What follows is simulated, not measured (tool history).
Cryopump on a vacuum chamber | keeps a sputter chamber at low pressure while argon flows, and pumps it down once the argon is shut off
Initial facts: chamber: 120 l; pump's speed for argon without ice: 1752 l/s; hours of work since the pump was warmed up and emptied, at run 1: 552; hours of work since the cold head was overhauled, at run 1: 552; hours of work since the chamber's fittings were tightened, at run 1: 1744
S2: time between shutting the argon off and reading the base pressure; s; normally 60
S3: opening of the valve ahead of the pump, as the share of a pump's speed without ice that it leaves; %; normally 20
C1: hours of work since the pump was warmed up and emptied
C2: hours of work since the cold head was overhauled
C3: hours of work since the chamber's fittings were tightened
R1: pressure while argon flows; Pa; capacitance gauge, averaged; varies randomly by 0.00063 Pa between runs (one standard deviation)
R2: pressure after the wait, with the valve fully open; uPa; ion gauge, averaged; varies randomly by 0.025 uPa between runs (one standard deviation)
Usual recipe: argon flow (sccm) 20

run 1 hour=0.0 | argon_flow_(sccm)=20 S2=60 S3=20 | C1=552 C2=552 C3=1744 | R1=0.1012 R2=2.08
run 2 hour=23.1 | argon_flow_(sccm)=13 S2=60 S3=20 | C1=571 C2=571 C3=1763 | R1=0.0653 R2=2.12
run 3 hour=38.0 | argon_flow_(sccm)=13 S2=60 S3=20 | C1=584 C2=584 C3=1775 | R1=0.0663 R2=2.13
run 4 hour=62.3 | argon_flow_(sccm)=20 S2=60 S3=17 | C1=604 C2=604 C3=1796 | R1=0.1178 R2=2.19
run 5 hour=81.7 | argon_flow_(sccm)=20 S2=60 S3=20 | C1=621 C2=621 C3=1812 | R1=0.1021 R2=2.18
run 6 hour=92.0 | argon_flow_(sccm)=20 S2=60 S3=20 | C1=629 C2=629 C3=1821 | R1=0.1010 R2=2.22
run 7 hour=113.9 | argon_flow_(sccm)=20 S2=60 S3=46 | C1=648 C2=648 C3=1839 | R1=0.0463 R2=2.19
run 8 hour=125.7 | argon_flow_(sccm)=20 S2=60 S3=20 | C1=657 C2=657 C3=1849 | R1=0.1016 R2=2.30
run 9 hour=143.1 | argon_flow_(sccm)=20 S2=60 S3=20 | C1=672 C2=672 C3=1864 | R1=0.1009 R2=2.33
run 10 hour=163.4 | argon_flow_(sccm)=20 S2=60 S3=49 | C1=689 C2=689 C3=1880 | R1=0.0446 R2=2.35
run 11 hour=175.0 | argon_flow_(sccm)=20 S2=60 S3=49 | C1=699 C2=699 C3=1890 | R1=0.0454 R2=2.35
run 12 hour=187.3 | argon_flow_(sccm)=20 S2=60 S3=49 | C1=709 C2=709 C3=1900 | R1=0.0448 R2=2.36
run 13 hour=205.0 | argon_flow_(sccm)=20 S2=60 S3=49 | C1=724 C2=724 C3=1915 | R1=0.0451 R2=2.35
run 14 hour=228.6 | argon_flow_(sccm)=9 S2=115 S3=24 | C1=744 C2=744 C3=1935 | R1=0.0389 R2=1.95
run 15 hour=250.4 | argon_flow_(sccm)=9 S2=115 S3=28 | C1=762 C2=762 C3=1953 | R1=0.0330 R2=2.01
run 16 hour=260.5 | argon_flow_(sccm)=20 S2=204 S3=28 | C1=770 C2=770 C3=1962 | R1=0.0755 R2=1.88
run 17 hour=277.5 | argon_flow_(sccm)=20 S2=204 S3=28 | C1=785 C2=785 C3=1976 | R1=0.0752 R2=1.77
run 18 hour=296.4 | argon_flow_(sccm)=20 S2=204 S3=28 | C1=800 C2=800 C3=1992 | R1=0.0756 R2=1.92
run 19 hour=307.7 | argon_flow_(sccm)=20 S2=204 S3=28 | C1=810 C2=810 C3=2001 | R1=0.0758 R2=1.87
run 20 hour=330.1 | argon_flow_(sccm)=10 S2=204 S3=35 | C1=829 C2=829 C3=2020 | R1=0.0317 R2=1.89
run 21 hour=351.3 | argon_flow_(sccm)=40 S2=164 S3=35 | C1=846 C2=846 C3=2038 | R1=0.1254 R2=2.01
run 22 hour=363.9 | argon_flow_(sccm)=27 S2=164 S3=41 | C1=857 C2=857 C3=2048 | R1=0.0727 R2=2.02
run 23 hour=379.5 | argon_flow_(sccm)=29 S2=53 S3=20 | C1=870 C2=870 C3=2061 | R1=0.1501 R2=2.69
-- hour=387.4 pump warmed up, emptied and cooled again
run 24 hour=402.5 | argon_flow_(sccm)=28 S2=84 S3=23 | C1=13 C2=885 C3=2077 | R1=0.1179 R2=1.87
run 25 hour=421.2 | argon_flow_(sccm)=18 S2=60 S3=16 | C1=28 C2=901 C3=2092 | R1=0.1090 R2=2.15
run 26 hour=442.7 | argon_flow_(sccm)=18 S2=60 S3=17 | C1=46 C2=919 C3=2110 | R1=0.1031 R2=2.13

Alternative continuations, all from the tool just after run 26; predict every row:
-- hour=450.6 leaking fittings of the chamber tightened, without venting
run A hour=469.6 | argon_flow_(sccm)=21 S2=60 S3=17 | C1=67 C2=940 C3=16 | R1=? R2=?
-- hour=450.6 leaking fittings of the chamber tightened, without venting
run B hour=469.6 | argon_flow_(sccm)=36 S2=41 S3=19 | C1=67 C2=940 C3=16 | R1=? R2=?
-- hour=450.6 leaking fittings of the chamber tightened, without venting
run C hour=469.6 | argon_flow_(sccm)=16 S2=60 S3=17 | C1=67 C2=940 C3=16 | R1=? R2=?

run=A R1=0.1203 R2=1.02
run=B R1=0.1832 R2=1.35
run=C R1=0.0913 R2=1.01
What these runs would have given with no unlogged condition in the tool:
run=A R1=0.1196 R2=1.00
run=B R1=0.1821 R2=1.33
run=C R1=0.0908 R2=0.99
